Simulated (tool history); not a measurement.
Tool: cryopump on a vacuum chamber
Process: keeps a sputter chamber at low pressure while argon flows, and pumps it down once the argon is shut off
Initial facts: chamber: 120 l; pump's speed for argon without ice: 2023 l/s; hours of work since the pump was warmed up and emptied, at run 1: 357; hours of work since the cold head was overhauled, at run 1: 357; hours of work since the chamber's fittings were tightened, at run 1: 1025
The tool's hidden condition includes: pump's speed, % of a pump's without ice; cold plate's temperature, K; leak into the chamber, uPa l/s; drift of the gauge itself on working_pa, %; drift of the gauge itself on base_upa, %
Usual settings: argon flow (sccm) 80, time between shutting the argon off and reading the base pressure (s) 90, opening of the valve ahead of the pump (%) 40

run	hour	argon flow (sccm)	time between shutting the argon off and reading the base pressure (s)	opening of the valve ahead of the pump (%)	hours of work since the pump was warmed up and emptied	hours of work since the cold head was overhauled	hours of work since the chamber's fittings were tightened	pressure while argon flows (Pa)	pressure after the wait (uPa)
1	0.0	80	90	40	357	357	1025	0.1710	2.13
2	16.3	80	90	40	369	369	1037	0.1722	2.18
3	33.7	32	90	40	382	382	1050	0.0697	2.22
4	43.2	32	90	40	389	389	1057	0.0700	2.18
5	53.1	80	90	23	397	397	1065	0.2945	2.16
6	63.3	80	90	23	404	404	1072	0.2957	2.23
7	70.9	80	27	40	410	410	1078	0.1739	2.72
8	81.9	80	27	40	418	418	1086	0.1737	2.69
9	99.1	80	27	40	431	431	1099	0.1739	2.71
10	107.1	80	285	40	437	437	1105	0.1729	2.19
11	117.5	80	90	40	445	445	1113	0.1730	2.31
12	126.8	80	90	40	452	452	1120	0.1754	2.34
13	135.9	80	90	40	459	459	1127	0.1748	2.26
14	146.2	80	90	40	466	466	1134	0.1750	2.34
15	160.7	80	83	40	477	477	1145	0.1744	2.44
# hour 170.9: leaking fittings of the chamber tightened, without venting
16	172.7	80	83	40	485	485	1	0.1738	0.39
17	186.5	80	43	40	495	495	12	0.1744	0.60
18	197.6	104	131	46	503	503	20	0.1986	0.34
19	210.1	104	131	46	513	513	29	0.1993	0.35
20	222.7	104	50	46	522	522	39	0.1993	0.56
21	237.6	104	50	46	533	533	50	0.1981	0.62
22	245.1	104	50	46	539	539	56	0.1989	0.58
23	256.1	80	223	40	547	547	64	0.1750	0.36
24	267.7	80	223	40	556	556	73	0.1738	0.40
25	277.8	80	223	40	564	564	80	0.1752	0.40

Estimate the outcome of run 26 from the log above:
26	293.2	105	23	22	575	575	92	?	?

Run 26 produced pressure while argon flows (Pa) 0.4099, pressure after the wait (uPa) 1.05.
Take away the tool's hidden state, keep the run-to-run variation as it was, and the same run would have given pressure while argon flows (Pa) 0.3983, pressure after the wait (uPa) 0.84.
